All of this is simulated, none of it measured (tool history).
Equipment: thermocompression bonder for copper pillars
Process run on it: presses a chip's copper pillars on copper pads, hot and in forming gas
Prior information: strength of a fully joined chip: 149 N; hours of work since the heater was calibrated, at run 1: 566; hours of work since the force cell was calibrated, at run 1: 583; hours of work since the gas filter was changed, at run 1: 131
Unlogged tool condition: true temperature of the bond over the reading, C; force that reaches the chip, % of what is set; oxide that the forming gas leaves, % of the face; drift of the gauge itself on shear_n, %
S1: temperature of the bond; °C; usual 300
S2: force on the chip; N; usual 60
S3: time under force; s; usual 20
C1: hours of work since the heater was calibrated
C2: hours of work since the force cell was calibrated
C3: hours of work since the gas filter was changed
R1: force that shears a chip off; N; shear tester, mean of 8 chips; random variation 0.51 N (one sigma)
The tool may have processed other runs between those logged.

Run 1, hour 0.0: usual settings; C1 566; C2 583; C3 131. Result: R1 104.6 N.
Run 2, hour 12.6: usual settings; C1 575; C2 592; C3 140. Result: R1 105.8 N.
Run 3, hour 30.7: usual settings; C1 588; C2 605; C3 153. Result: R1 105.4 N.
Run 4, hour 42.1: usual settings but S1 297 °C; C1 596; C2 613; C3 161. Result: R1 102.2 N.
Run 5, hour 63.4: usual settings but S2 68 N; C1 611; C2 628; C3 176. Result: R1 109.8 N.
Run 6, hour 72.7: usual settings but S1 310 °C; C1 618; C2 635; C3 183. Result: R1 111.9 N.
Run 7, hour 90.5: usual settings but S1 329 °C; C1 630; C2 648; C3 196. Result: R1 123.8 N.
Run 8, hour 106.2: usual settings but S1 329 °C; C1 641; C2 659; C3 207. Result: R1 121.9 N.
At hour 108.1: forming gas filter changed.
Run 9, hour 118.4: usual settings but S1 329 °C; C1 650; C2 667; C3 7. Result: R1 131.7 N.
Run 10, hour 131.1: usual settings but S1 329 °C; C1 659; C2 676; C3 16. Result: R1 132.7 N.
Run 11, hour 151.3: usual settings but S1 329 °C; C1 673; C2 691; C3 31. Result: R1 132.3 N.
Run 12, hour 164.9: usual settings but S1 329 °C; C1 683; C2 700; C3 40. Result: R1 130.5 N.
Run 13, hour 175.4: usual settings but S2 43 N; C1 690; C2 708; C3 48. Result: R1 90.1 N.
Run 14, hour 187.1: usual settings but S2 43 N; C1 699; C2 716; C3 56. Result: R1 89.6 N.
Run 15, hour 204.8: usual settings; C1 711; C2 729; C3 69. Result: R1 108.8 N.
Run 16, hour 215.8: usual settings; C1 719; C2 737; C3 77. Result: R1 108.1 N.
Run 17, hour 228.8: usual settings; C1 728; C2 746; C3 86. Result: R1 108.8 N.
Run 18, hour 249.6: usual settings; C1 743; C2 761; C3 101. Result: R1 108.1 N.
Run 19, hour 266.7: usual settings; C1 755; C2 773; C3 113. Result: R1 106.7 N.
Run 20, hour 281.7: usual settings but S1 308 °C; C1 766; C2 783; C3 123. Result: R1 112.7 N.
Run 21, hour 294.1: usual settings but S1 308 °C; C1 775; C2 792; C3 132. Result: R1 113.6 N.
Run 22, hour 309.6: usual settings but S1 308 °C; C1 786; C2 803; C3 143. Result: R1 111.9 N.
Run 23, hour 322.7: usual settings but S3 48 s; C1 795; C2 813; C3 153. Result: R1 123.7 N.
Run 24, hour 338.3: usual settings but S3 48 s; C1 806; C2 824; C3 164. Result: R1 123.2 N.
Run 25, hour 353.2: usual settings but S3 48 s; C1 817; C2 834; C3 174. Result: R1 121.3 N.
Run 26, hour 372.9: usual settings but S2 77 N, S3 41 s; C1 831; C2 848; C3 188. Result: R1 128.0 N.
Run 27, hour 391.3: usual settings but S2 77 N, S3 41 s; C1 844; C2 861; C3 201. Result: R1 126.8 N.
At hour 400.0: forming gas filter changed.
Run 28, hour 408.1: usual settings but S1 288 °C, S2 86 N; C1 855; C2 873; C3 6. Result: R1 121.2 N.
Run 29, hour 428.1: usual settings but S1 308 °C, S2 49 N, S3 11 s; C1 870; C2 887; C3 20. Result: R1 91.8 N.
Run 30, hour 440.5: usual settings but S1 308 °C, S2 49 N, S3 11 s; C1 879; C2 896; C3 29. Result: R1 90.9 N.
Run 31, hour 460.6: usual settings but S1 308 °C, S2 49 N, S3 11 s; C1 893; C2 910; C3 43. Result: R1 90.4 N.
Run 32, hour 475.4: usual settings but S1 290 °C, S3 55 s; C1 903; C2 921; C3 54. Result: R1 125.4 N.
Run 33, hour 492.6: usual settings but S1 285 °C, S2 41 N, S3 30 s; C1 916; C2 933; C3 66. Result: R1 84.8 N.
Run 34, hour 506.5: usual settings but S2 37 N, S3 14 s; C1 926; C2 943; C3 76. Result: R1 73.0 N.
Run 35, hour 517.7: usual settings but S1 310 °C, S2 41 N, S3 14 s; C1 933; C2 951; C3 84. Result: R1 88.2 N.
Run 36, hour 534.9: usual settings but S1 310 °C, S2 41 N, S3 14 s; C1 946; C2 963; C3 96. Result: R1 86.7 N.
Run 37, hour 552.6: usual settings but S1 274 °C, S2 46 N, S3 19 s; C1 958; C2 976; C3 109. Result: R1 67.2 N.

Run 38 is up next; what results do you expect?
Run 38, hour 568.0: usual settings but S1 274 °C, S2 46 N, S3 19 s; C1 969; C2 987; C3 120. Result: R1 ?.

{"run 38": {"R1": 67.9}}
Without the tool's hidden state the same run would have given R1 63.7 N.

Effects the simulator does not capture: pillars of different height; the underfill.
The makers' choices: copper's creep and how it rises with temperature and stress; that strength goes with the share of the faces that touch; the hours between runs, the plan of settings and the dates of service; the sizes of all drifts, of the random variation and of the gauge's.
